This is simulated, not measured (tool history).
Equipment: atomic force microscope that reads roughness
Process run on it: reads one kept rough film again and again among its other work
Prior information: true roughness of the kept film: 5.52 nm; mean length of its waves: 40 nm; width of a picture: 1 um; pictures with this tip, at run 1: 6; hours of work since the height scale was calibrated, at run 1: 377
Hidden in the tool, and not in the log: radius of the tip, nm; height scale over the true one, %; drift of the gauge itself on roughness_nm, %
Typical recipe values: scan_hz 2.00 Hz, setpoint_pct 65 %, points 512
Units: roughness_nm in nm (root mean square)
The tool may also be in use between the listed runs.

| run | hour | scan_hz | setpoint_pct | points | pictures with this tip | hours of work since the height scale was calibrated | roughness_nm |
|---|---|---|---|---|---|---|---|
| 1 | 0.0 | 2.00 | 65 | 512 | 6 | 377 | 4.692 |
| 2 | 10.0 | 2.07 | 65 | 512 | 27 | 385 | 4.648 |
| 3 | 19.0 | 2.07 | 65 | 512 | 46 | 392 | 4.664 |
| 4 | 30.5 | 2.07 | 65 | 512 | 70 | 401 | 4.633 |
| 5 | 46.9 | 2.00 | 65 | 512 | 105 | 414 | 4.681 |
| 6 | 55.4 | 2.00 | 65 | 512 | 123 | 420 | 4.688 |
|  | 60.6 | new tip fitted |
| 7 | 68.1 | 2.00 | 65 | 559 | 15 | 430 | 4.690 |
| 8 | 79.7 | 2.00 | 65 | 559 | 40 | 439 | 4.667 |
| 9 | 91.6 | 2.93 | 65 | 512 | 65 | 448 | 4.580 |
| 10 | 106.6 | 2.93 | 65 | 460 | 96 | 459 | 4.594 |
| 11 | 114.8 | 2.93 | 65 | 460 | 114 | 466 | 4.569 |
|  | 123.9 | new tip fitted |
| 12 | 127.0 | 0.87 | 65 | 881 | 6 | 475 | 4.802 |
| 13 | 141.0 | 0.87 | 65 | 582 | 36 | 486 | 4.779 |

Alternative continuations, all from the tool just after run 13; predict every row:
| A | 150.0 | 4.00 | 65 | 512 | 55 | 493 | ? |
| B | 150.0 | 0.87 | 70 | 582 | 55 | 493 | ? |
| C | 150.0 | 0.87 | 65 | 258 | 55 | 493 | ? |
| D | 150.0 | 1.79 | 55 | 763 | 55 | 493 | ? |
| E | 150.0 | 2.00 | 63 | 410 | 55 | 493 | ? |

| run | roughness_nm |
|---|---|
| A | 4.526 |
| B | 4.769 |
| C | 4.719 |
| D | 4.756 |
| E | 4.659 |
The same runs, with their run-to-run variation unchanged, on a tool lacking any hidden condition would have given:
| run | roughness_nm |
|---|---|
| A | 4.532 |
| B | 4.775 |
| C | 4.725 |
| D | 4.762 |
| E | 4.665 |

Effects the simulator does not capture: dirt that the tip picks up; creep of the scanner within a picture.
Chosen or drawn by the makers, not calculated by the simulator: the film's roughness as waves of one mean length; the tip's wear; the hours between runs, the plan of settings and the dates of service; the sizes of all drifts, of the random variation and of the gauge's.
